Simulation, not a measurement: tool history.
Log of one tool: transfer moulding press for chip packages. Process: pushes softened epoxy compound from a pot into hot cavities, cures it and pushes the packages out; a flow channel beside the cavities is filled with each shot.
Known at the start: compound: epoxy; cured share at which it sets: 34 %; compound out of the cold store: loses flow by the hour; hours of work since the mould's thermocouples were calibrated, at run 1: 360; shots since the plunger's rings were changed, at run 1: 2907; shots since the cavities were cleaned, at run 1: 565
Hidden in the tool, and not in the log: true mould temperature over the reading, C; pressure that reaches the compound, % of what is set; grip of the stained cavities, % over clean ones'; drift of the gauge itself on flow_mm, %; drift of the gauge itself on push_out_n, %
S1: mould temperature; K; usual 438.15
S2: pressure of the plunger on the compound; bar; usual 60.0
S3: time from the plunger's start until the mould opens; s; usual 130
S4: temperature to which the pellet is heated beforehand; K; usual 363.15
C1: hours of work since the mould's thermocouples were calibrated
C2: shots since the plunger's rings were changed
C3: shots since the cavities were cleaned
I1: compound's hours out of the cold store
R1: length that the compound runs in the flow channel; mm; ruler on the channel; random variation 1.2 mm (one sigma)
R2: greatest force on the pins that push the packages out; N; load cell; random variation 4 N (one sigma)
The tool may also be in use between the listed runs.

| run | day | S1 | S2 | S3 | S4 | C1 | C2 | C3 | I1 | R1 | R2 |
|---|---|---|---|---|---|---|---|---|---|---|---|
| 1 | 0.000 | 438.15 | 60.0 | 130 | 363.15 | 360 | 2907 | 565 | 17.7 | 671 | 239 |
|  | 0.192 | cavities cleaned with cleaning compound and waxed |
|  | 2.379 | cavities cleaned with cleaning compound and waxed |
| 2 | 2.517 | 439.15 | 60.0 | 130 | 363.15 | 404 | 3593 | 39 | 41.5 | 621 | 187 |
|  | 3.338 | mould's thermocouples calibrated |
| 3 | 4.296 | 438.15 | 60.0 | 130 | 363.15 | 18 | 4078 | 524 | 35.9 | 634 | 258 |
|  | 4.646 | cavities cleaned with cleaning compound and waxed |
|  | 5.458 | plunger's sealing rings changed |
| 4 | 5.517 | 438.15 | 60.0 | 130 | 363.15 | 37 | 18 | 220 | 18.1 | 688 | 229 |
|  | 6.612 | cavities cleaned with cleaning compound and waxed, once more |
| 5 | 6.883 | 438.15 | 60.0 | 130 | 363.15 | 62 | 391 | 78 | 26.4 | 666 | 206 |
| 6 | 8.567 | 438.15 | 60.0 | 130 | 363.15 | 93 | 873 | 560 | 42.6 | 638 | 254 |
|  | 8.733 | cavities cleaned with cleaning compound and waxed |
| 7 | 10.425 | 438.15 | 60.0 | 130 | 363.15 | 126 | 1388 | 485 | 42.1 | 638 | 241 |
|  | 11.033 | cavities cleaned with cleaning compound and waxed |
| 8 | 12.362 | 438.15 | 60.0 | 130 | 361.15 | 161 | 1925 | 381 | 11.3 | 691 | 243 |
|  | 13.150 | cavities cleaned with cleaning compound and waxed |
| 9 | 14.396 | 438.15 | 60.0 | 130 | 361.15 | 198 | 2490 | 358 | 10.1 | 689 | 241 |
|  | 15.346 | cavities cleaned with cleaning compound and waxed |
| 10 | 16.725 | 438.15 | 60.0 | 130 | 363.15 | 240 | 3138 | 394 | 29.3 | 651 | 237 |
|  | 17.554 | cavities cleaned with cleaning compound and waxed |
| 11 | 18.142 | 445.15 | 60.0 | 130 | 363.15 | 265 | 3527 | 168 | 23.5 | 639 | 187 |
| 12 | 19.229 | 445.15 | 60.0 | 130 | 363.15 | 286 | 3839 | 480 | 39.4 | 612 | 209 |
|  | 19.708 | cavities cleaned with cleaning compound and waxed |
| 13 | 20.362 | 445.15 | 60.0 | 130 | 363.15 | 305 | 4145 | 187 | 31.0 | 622 | 194 |
|  | 21.321 | plunger's sealing rings changed |
|  | 21.942 | cavities cleaned with cleaning compound and waxed |
| 14 | 22.850 | 445.15 | 60.0 | 130 | 363.15 | 349 | 421 | 261 | 9.8 | 680 | 189 |
|  | 24.117 | cavities cleaned with cleaning compound and waxed |
| 15 | 24.725 | 445.15 | 60.0 | 130 | 363.15 | 382 | 939 | 174 | 17.1 | 662 | 195 |
|  | 26.308 | cavities cleaned with cleaning compound and waxed |
| 16 | 26.392 | 433.15 | 54.1 | 114 | 367.15 | 412 | 1398 | 23 | 25.4 | 647 | 322 |
|  | 26.658 | mould's thermocouples calibrated |
| 17 | 28.267 | 445.15 | 60.0 | 155 | 365.15 | 30 | 1912 | 537 | 9.7 | 672 | 219 |
|  | 28.596 | cavities cleaned with cleaning compound and waxed |
| 18 | 30.225 | 445.15 | 51.0 | 155 | 365.15 | 65 | 2455 | 467 | 30.1 | 585 | 200 |
|  | 30.792 | cavities cleaned with cleaning compound and waxed |
| 19 | 31.496 | 445.15 | 51.0 | 112 | 365.15 | 88 | 2802 | 203 | 40.0 | 566 | 201 |
| 20 | 32.738 | 445.15 | 51.0 | 112 | 365.15 | 111 | 3157 | 558 | 22.0 | 593 | 242 |
|  | 32.992 | cavities cleaned with cleaning compound and waxed |
| 21 | 34.529 | 435.15 | 60.0 | 130 | 365.15 | 143 | 3653 | 441 | 42.6 | 634 | 265 |
|  | 35.300 | cavities cleaned with cleaning compound and waxed |
| 22 | 35.858 | 435.15 | 60.0 | 130 | 365.15 | 166 | 4015 | 159 | 15.1 | 683 | 260 |
|  | 37.262 | plunger's sealing rings changed |
|  | 37.538 | cavities cleaned with cleaning compound and waxed |
| 23 | 37.538 | 444.15 | 60.0 | 127 | 363.15 | 195 | 61 | 0 | 13.8 | 675 | 171 |
| 24 | 38.600 | 438.15 | 60.0 | 143 | 363.15 | 214 | 365 | 304 | 13.2 | 694 | 217 |
|  | 39.729 | cavities cleaned with cleaning compound and waxed |
| 25 | 39.992 | 438.15 | 60.0 | 143 | 363.15 | 239 | 745 | 75 | 16.5 | 688 | 183 |
|  | 41.867 | cavities cleaned with cleaning compound and waxed |
| 26 | 42.304 | 438.15 | 60.0 | 143 | 363.15 | 281 | 1391 | 126 | 34.1 | 649 | 195 |
| 27 | 43.379 | 445.15 | 60.0 | 134 | 363.15 | 301 | 1698 | 433 | 29.5 | 635 | 209 |

Forecast each of these 3 alternatives for the next run:
|  | 44.008 | cavities cleaned with cleaning compound and waxed |
| A | 44.700 | 443.15 | 54.5 | 144 | 363.15 | 324 | 2059 | 198 | 13.8 | ? | ? |
|  | 44.008 | cavities cleaned with cleaning compound and waxed |
| B | 44.700 | 445.15 | 69.2 | 123 | 363.15 | 324 | 2059 | 198 | 48.0 | ? | ? |
|  | 44.008 | cavities cleaned with cleaning compound and waxed |
| C | 44.700 | 442.15 | 72.8 | 144 | 363.15 | 324 | 2059 | 198 | 15.5 | ? | ? |

| run | R1 | R2 |
|---|---|---|
| A | 636 | 191 |
| B | 650 | 194 |
| C | 736 | 191 |
Without the tool's hidden state the same runs would have given:
| run | R1 | R2 |
|---|---|---|
| A | 648 | 165 |
| B | 662 | 168 |
| C | 750 | 165 |
